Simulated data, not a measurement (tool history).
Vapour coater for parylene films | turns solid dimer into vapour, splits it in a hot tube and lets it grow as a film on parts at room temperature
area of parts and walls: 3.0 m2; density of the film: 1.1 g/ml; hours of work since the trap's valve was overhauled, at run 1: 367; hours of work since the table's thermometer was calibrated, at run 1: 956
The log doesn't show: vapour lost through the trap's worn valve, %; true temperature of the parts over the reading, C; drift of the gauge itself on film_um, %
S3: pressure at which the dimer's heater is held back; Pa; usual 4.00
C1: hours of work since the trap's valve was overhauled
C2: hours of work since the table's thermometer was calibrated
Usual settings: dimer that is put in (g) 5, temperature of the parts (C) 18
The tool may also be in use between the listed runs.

Run 1, hour 0.0: usual settings; C1 367; C2 956. Result: thickness of the film (um) 0.815.
Run 2, hour 31.2: usual settings; C1 383; C2 973. Result: thickness of the film (um) 0.825.
Run 3, hour 76.0: usual settings; C1 407; C2 997. Result: thickness of the film (um) 0.819.
Run 4, hour 117.0: usual settings but S3 2.72 Pa; C1 429; C2 1018. Result: thickness of the film (um) 0.884.
Run 5, hour 140.9: usual settings but S3 2.72 Pa; C1 442; C2 1031. Result: thickness of the film (um) 0.882.
Run 6, hour 165.5: usual settings but S3 2.72 Pa; C1 455; C2 1044. Result: thickness of the film (um) 0.884.
Run 7, hour 195.6: usual settings but S3 2.72 Pa; C1 471; C2 1060. Result: thickness of the film (um) 0.881.
Run 8, hour 228.5: usual settings; C1 489; C2 1078. Result: thickness of the film (um) 0.816.
Run 9, hour 259.2: usual settings but dimer that is put in (g) 4; C1 505; C2 1094. Result: thickness of the film (um) 0.656.
At hour 282.4: table's thermometer calibrated.
Run 10, hour 303.9: usual settings but dimer that is put in (g) 4; C1 528; C2 11. Result: thickness of the film (um) 0.651.
At hour 349.8: trap's valve overhauled.
Run 11, hour 352.3: usual settings but dimer that is put in (g) 4; C1 1; C2 35. Result: thickness of the film (um) 0.652.
Run 12, hour 395.5: usual settings; C1 24; C2 58. Result: thickness of the film (um) 0.811.
Run 13, hour 421.3: usual settings; C1 38; C2 72. Result: thickness of the film (um) 0.818.
Run 14, hour 464.9: usual settings; C1 61; C2 95. Result: thickness of the film (um) 0.806.
Run 15, hour 504.8: usual settings but temperature of the parts (C) 13; C1 83; C2 117. Result: thickness of the film (um) 1.037.
Run 16, hour 534.3: usual settings but dimer that is put in (g) 6, temperature of the parts (C) 13; C1 99; C2 132. Result: thickness of the film (um) 1.242.
Run 17, hour 562.4: usual settings but dimer that is put in (g) 6, temperature of the parts (C) 13; C1 114; C2 147. Result: thickness of the film (um) 1.240.

Run 18 comes next. What will it give?
Run 18, hour 590.7: usual settings but dimer that is put in (g) 3, temperature of the parts (C) 23, S3 2.34 Pa; C1 129; C2 163. Result: thickness of the film (um) ?.

thickness of the film (um): 0.416
Without the tool's hidden state the same run would have given thickness of the film (um) 0.425.
